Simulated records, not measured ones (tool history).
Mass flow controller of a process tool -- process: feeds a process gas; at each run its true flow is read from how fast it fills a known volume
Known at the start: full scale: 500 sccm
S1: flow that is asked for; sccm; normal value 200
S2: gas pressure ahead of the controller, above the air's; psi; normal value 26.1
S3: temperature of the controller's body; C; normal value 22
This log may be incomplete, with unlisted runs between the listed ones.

{"run": 1, "day": 0.0, "S1": 200, "S2": 26.1, "S3": 22, "true flow (%)": 99.6}
{"run": 2, "day": 4.967, "S1": 200, "S2": 26.1, "S3": 22, "true flow (%)": 99.48}
{"run": 3, "day": 10.425, "S1": 200, "S2": 26.1, "S3": 22, "true flow (%)": 99.47}
{"run": 4, "day": 13.904, "S1": 200, "S2": 26.1, "S3": 22, "true flow (%)": 99.6}
{"run": 5, "day": 18.375, "S1": 200, "S2": 26.1, "S3": 22, "true flow (%)": 99.55}
{"run": 6, "day": 23.571, "S1": 200, "S2": 26.1, "S3": 22, "true flow (%)": 99.57}
{"run": 7, "day": 27.917, "S1": 200, "S2": 26.1, "S3": 22, "true flow (%)": 99.5}
{"run": 8, "day": 33.012, "S1": 200, "S2": 37.4, "S3": 22, "true flow (%)": 99.16}
{"run": 9, "day": 38.779, "S1": 200, "S2": 20.9, "S3": 22, "true flow (%)": 99.53}
{"run": 10, "day": 43.429, "S1": 200, "S2": 26.1, "S3": 30, "true flow (%)": 100.31}
{"run": 11, "day": 47.921, "S1": 83, "S2": 26.1, "S3": 22, "true flow (%)": 99.32}
{"run": 12, "day": 52.988, "S1": 83, "S2": 26.1, "S3": 22, "true flow (%)": 99.35}
{"run": 13, "day": 57.179, "S1": 312, "S2": 25.4, "S3": 20, "true flow (%)": 99.46}
{"run": 14, "day": 62.296, "S1": 421, "S2": 26.1, "S3": 29, "true flow (%)": 100.43}
{"run": 15, "day": 67.533, "S1": 452, "S2": 26.1, "S3": 29, "true flow (%)": 100.45}
{"run": 16, "day": 72.679, "S1": 452, "S2": 26.1, "S3": 29, "true flow (%)": 100.38}
{"run": 17, "day": 77.621, "S1": 56, "S2": 39.5, "S3": 21, "true flow (%)": 98.8}
{"run": 18, "day": 81.2, "S1": 75, "S2": 27, "S3": 23, "true flow (%)": 99.41}
{"run": 19, "day": 86.6, "S1": 200, "S2": 27.7, "S3": 22, "true flow (%)": 99.41}
{"run": 20, "day": 89.888, "S1": 109, "S2": 20.3, "S3": 22, "true flow (%)": 99.49}
{"run": 21, "day": 93.788, "S1": 401, "S2": 31.6, "S3": 22, "true flow (%)": 99.5}
{"run": 22, "day": 97.238, "S1": 78, "S2": 27.7, "S3": 31, "true flow (%)": 100.44}
{"run": 23, "day": 101.675, "S1": 78, "S2": 27.7, "S3": 31, "true flow (%)": 100.37}

Alternative continuations, all from the tool just after run 23; predict every row:
{"run": "A", "day": 107.029, "S1": 387, "S2": 31.3, "S3": 31, "true flow (%)": "?"}
{"run": "B", "day": 107.029, "S1": 78, "S2": 25.2, "S3": 31, "true flow (%)": "?"}
{"run": "C", "day": 107.029, "S1": 306, "S2": 26.1, "S3": 33, "true flow (%)": "?"}

run=A true_flow_(%)=100.34
run=B true_flow_(%)=100.38
run=C true_flow_(%)=100.85
Take away the tool's hidden state, keep each run's random variation, and the runs would have read:
run=A true_flow_(%)=100.35
run=B true_flow_(%)=100.39
run=C true_flow_(%)=100.85
